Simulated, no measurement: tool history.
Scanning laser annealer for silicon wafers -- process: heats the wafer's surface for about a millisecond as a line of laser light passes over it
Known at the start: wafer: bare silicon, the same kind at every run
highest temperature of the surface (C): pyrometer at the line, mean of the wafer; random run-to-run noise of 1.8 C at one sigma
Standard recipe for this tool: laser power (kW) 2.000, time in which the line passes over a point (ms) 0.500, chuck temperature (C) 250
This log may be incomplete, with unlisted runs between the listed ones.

run	hour	laser power (kW)	time in which the line passes over a point (ms)	chuck temperature (C)	highest temperature of the surface (C)
1	0.0	2.000	0.500	250	1035
2	36.2	2.000	0.500	250	1035
3	93.0	2.000	0.500	250	1034
4	155.3	2.057	0.500	250	1056
5	205.1	2.000	0.500	250	1032
6	258.0	2.000	0.500	250	1034
7	317.9	2.000	0.500	250	1030
8	364.7	1.927	0.500	250	1007
9	427.3	1.927	0.500	250	1003
10	493.6	1.927	0.500	250	1007
11	525.8	2.000	0.500	243	1027
12	563.5	2.000	0.500	243	1024
13	636.9	1.898	0.413	247	919
14	674.6	2.103	0.413	239	985
15	729.7	2.072	0.413	268	999
16	770.2	2.000	0.500	232	1013
17	823.2	2.150	0.376	230	956
18	874.9	2.071	0.357	279	959
19	909.6	2.000	0.434	288	1014
20	945.6	1.776	0.612	231	1003
21	1007.9	2.000	0.573	275	1117
22	1041.7	2.184	0.573	275	1189

Removed from this log: 2 entries logged between the listed runs. Between which two listed runs does each belong, and how does the tool's hidden state at the listed run before it compare with that at the listed run after it?
In the gap between runs 8 and 9: window over the wafer cleaned (hour 418.7); optics aligned, line set to its width (hour 423.7)
  light that passes the window, % of a clean one's: 99.95 -> 100; width of the line over the set one, %: 0.06 -> 0
